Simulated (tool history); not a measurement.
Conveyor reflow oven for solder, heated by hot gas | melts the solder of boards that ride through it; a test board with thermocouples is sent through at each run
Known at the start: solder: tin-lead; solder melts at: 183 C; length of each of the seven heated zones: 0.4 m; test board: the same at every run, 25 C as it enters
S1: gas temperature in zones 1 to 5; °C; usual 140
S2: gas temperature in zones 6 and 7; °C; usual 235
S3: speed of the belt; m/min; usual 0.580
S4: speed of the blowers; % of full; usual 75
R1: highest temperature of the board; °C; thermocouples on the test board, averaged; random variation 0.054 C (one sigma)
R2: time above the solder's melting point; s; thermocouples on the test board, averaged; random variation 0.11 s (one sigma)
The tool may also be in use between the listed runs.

run	hour	S1	S2	S3	S4	R1	R2
1	0.0	140	235	0.580	75	218.14	63.1
2	18.3	140	235	0.580	75	218.16	63.3
3	35.8	140	235	0.580	75	218.20	63.2
4	45.1	140	248	0.580	75	229.38	71.3
5	55.2	140	235	0.580	75	218.18	63.3
6	69.9	145	235	0.580	75	219.04	66.1
7	82.5	143	235	0.580	75	218.76	65.1
# hour 96.2: thermocouples of zones 6 and 7 changed
8	99.4	143	235	0.580	75	218.58	65.0
9	111.1	135	235	0.580	75	217.11	60.6
10	120.1	135	235	0.580	75	217.20	60.5
# hour 132.0: flux residue cleaned out of gas plates and filters
11	143.6	135	235	0.580	75	217.29	60.7
12	151.6	135	235	0.580	75	217.34	60.7
13	169.2	140	235	0.580	76	218.40	63.7
14	176.9	140	235	0.580	75	218.08	63.4
15	185.3	140	235	0.580	75	218.10	63.0
16	192.9	128	235	0.580	63	211.22	51.5
17	211.2	128	245	0.580	63	219.47	59.2
18	229.9	128	245	0.580	63	219.41	59.2
19	243.3	140	235	0.605	67	213.97	56.2
20	251.0	140	249	0.486	75	235.94	89.5
21	261.0	144	227	0.486	75	216.51	77.9
22	279.2	142	227	0.486	75	216.24	76.3
23	288.9	142	227	0.486	75	216.28	76.4
24	297.3	136	247	0.494	75	233.05	85.0
25	312.4	136	247	0.494	75	233.06	84.8
26	329.4	136	247	0.494	75	232.99	84.8
27	337.4	136	247	0.532	62	225.78	73.4
28	347.6	146	235	0.580	57	212.58	59.4
29	366.1	127	223	0.498	66	207.30	57.1
30	378.1	140	235	0.641	75	214.84	54.0

Some steps in R1 between neighbouring runs. How much of each would the tool show without its hidden state too (settings, what came in, random variation), and how much is left for the hidden state, with any gauge scatter that isn't in both results?
The hidden state here: heat that the gas passes to the board, % of a clean oven's; belt's true speed, % of the reading; true gas temperature in zones 6 and 7 over the reading, C; drift of the gauge itself on peak_c, C; drift of the gauge itself on liquid_s, %.
Run 3 -> 4: S2 235 -> 248. R1 +11.18 °C: hidden state -0.01, all else +11.19.
Run 7 -> 8: thermocouples of zones 6 and 7 changed. R1 -0.18 °C: hidden state -0.03, all else -0.15.
Run 10 -> 11: flux residue cleaned out of gas plates and filters. R1 +0.09 °C: hidden state +0.06, all else +0.03.
Run 19 -> 20: S2 235 -> 249, S3 0.605 -> 0.486, S4 67 -> 75. R1 +21.97 °C: hidden state +0.00, all else +21.97.
Run 20 -> 21: S1 140 -> 144, S2 249 -> 227. R1 -19.43 °C: hidden state -0.01, all else -19.42.
Run 23 -> 24: S1 142 -> 136, S2 227 -> 247, S3 0.486 -> 0.494. R1 +16.77 °C: hidden state -0.01, all else +16.78.
